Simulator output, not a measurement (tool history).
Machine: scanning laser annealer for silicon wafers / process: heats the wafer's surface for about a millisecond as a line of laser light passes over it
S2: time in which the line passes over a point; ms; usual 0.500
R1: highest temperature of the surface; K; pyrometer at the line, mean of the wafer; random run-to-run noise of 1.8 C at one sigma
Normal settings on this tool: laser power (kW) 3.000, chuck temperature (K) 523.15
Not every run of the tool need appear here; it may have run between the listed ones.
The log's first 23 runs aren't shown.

run 24 hour=1556.6 | laser_power_(kW)=3.152 S2=0.479 chuck_temperature_(K)=555.15 | R1=1343.15
run 25 hour=1613.5 | laser_power_(kW)=3.152 S2=0.558 chuck_temperature_(K)=505.15 | R1=1358.15
run 26 hour=1675.7 | laser_power_(kW)=3.152 S2=0.558 chuck_temperature_(K)=505.15 | R1=1349.15
run 27 hour=1719.2 | laser_power_(kW)=3.083 S2=0.558 chuck_temperature_(K)=505.15 | R1=1331.15
-- hour=1733.0 window over the wafer cleaned
run 28 hour=1787.0 | laser_power_(kW)=3.083 S2=0.558 chuck_temperature_(K)=505.15 | R1=1361.15
run 29 hour=1860.1 | laser_power_(kW)=2.680 S2=0.466 chuck_temperature_(K)=486.15 | R1=1142.15
run 30 hour=1933.8 | laser_power_(kW)=3.249 S2=0.597 chuck_temperature_(K)=485.15 | R1=1414.15
run 31 hour=1992.7 | laser_power_(kW)=3.249 S2=0.597 chuck_temperature_(K)=485.15 | R1=1412.15
run 32 hour=2048.5 | laser_power_(kW)=2.994 S2=0.597 chuck_temperature_(K)=498.15 | R1=1335.15
run 33 hour=2097.4 | laser_power_(kW)=2.994 S2=0.597 chuck_temperature_(K)=498.15 | R1=1333.15
run 34 hour=2136.5 | laser_power_(kW)=3.047 S2=0.509 chuck_temperature_(K)=511.15 | R1=1293.15

Predict each of these 3 candidate next runs independently; none follows another, all start after run 34:
run A hour=2206.3 | laser_power_(kW)=3.115 S2=0.509 chuck_temperature_(K)=513.15 | R1=?
run B hour=2206.3 | laser_power_(kW)=3.000 S2=0.375 chuck_temperature_(K)=523.15 | R1=?
run C hour=2206.3 | laser_power_(kW)=2.974 S2=0.470 chuck_temperature_(K)=487.15 | R1=?

run=A R1=1314.15
run=B R1=1181.15
run=C R1=1212.15
With no hidden state in the tool, these same runs would have given:
run=A R1=1368.15
run=B R1=1226.15
run=C R1=1262.15

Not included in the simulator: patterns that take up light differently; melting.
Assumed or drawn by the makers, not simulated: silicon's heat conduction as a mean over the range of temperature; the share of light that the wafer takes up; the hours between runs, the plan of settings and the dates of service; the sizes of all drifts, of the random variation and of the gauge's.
